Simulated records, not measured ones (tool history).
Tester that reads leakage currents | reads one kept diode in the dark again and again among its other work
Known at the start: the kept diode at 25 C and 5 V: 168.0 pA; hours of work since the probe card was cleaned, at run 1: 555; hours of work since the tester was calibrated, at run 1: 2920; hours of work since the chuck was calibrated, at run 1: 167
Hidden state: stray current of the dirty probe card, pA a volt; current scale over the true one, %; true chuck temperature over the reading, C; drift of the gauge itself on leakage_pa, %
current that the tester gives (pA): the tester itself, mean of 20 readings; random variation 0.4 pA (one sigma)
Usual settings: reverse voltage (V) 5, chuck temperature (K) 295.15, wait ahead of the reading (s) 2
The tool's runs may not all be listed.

run	hour	reverse voltage (V)	chuck temperature (K)	wait ahead of the reading (s)	hours of work since the probe card was cleaned	hours of work since the tester was calibrated	hours of work since the chuck was calibrated	current that the tester gives (pA)
1	0	5	295.15	2	555	2920	167	129.81
2	81.5	5	295.15	2	601	2966	214	129.55
3	222.2	5	295.15	2	682	3047	294	127.25
4	334.3	5	295.15	2	746	3111	358	126.23
5	429.4	2.06	295.15	2	800	3165	413	77.1
6	514.8	2.06	295.15	2	849	3214	462	76.44
7	664	2.06	295.15	2	934	3299	547	75.19
# hour 682.2: chuck's temperature calibrated
8	775.3	13.37	295.15	2	996	3362	53	230.49
9	884.1	5	295.15	2	1059	3424	115	131.67
10	948.1	1.3	295.15	0.3	1095	3460	152	63.1
11	1086.1	1.3	295.15	0.3	1174	3539	231	62.38
12	1158.5	1.3	295.15	0.3	1215	3581	272	61.61
13	1306.1	16.37	302.15	1.37	1300	3665	357	420.1
14	1372.1	16.37	302.15	1.37	1338	3703	394	416.63
# hour 1478.3: probe card cleaned and baked
15	1498.1	2.36	323.15	0.51	11	3773	465	631.36
16	1617.6	11.19	295.15	2	80	3841	533	180.83
# hour 1655.7: chuck's temperature calibrated
17	1762.4	5	307.15	0.71	161	3923	61	325.74
18	1891.9	5	307.15	0.71	235	3997	135	323.22

Forecast each of these 4 alternatives for the next run:
A	1993	10	326.15	4.23	293	4054	193	?
B	1993	5	295.15	3.16	293	4054	193	?
C	1993	12.57	307.15	0.71	293	4054	193	?
D	1993	13.3	316.15	2	293	4054	193	?

run	current that the tester gives (pA)
A	1753.84
B	125.68
C	524.73
D	1031.65
Without the tool's hidden state the same runs would have given:
run	current that the tester gives (pA)
A	1848.9
B	132.13
C	552.46
D	1087.55

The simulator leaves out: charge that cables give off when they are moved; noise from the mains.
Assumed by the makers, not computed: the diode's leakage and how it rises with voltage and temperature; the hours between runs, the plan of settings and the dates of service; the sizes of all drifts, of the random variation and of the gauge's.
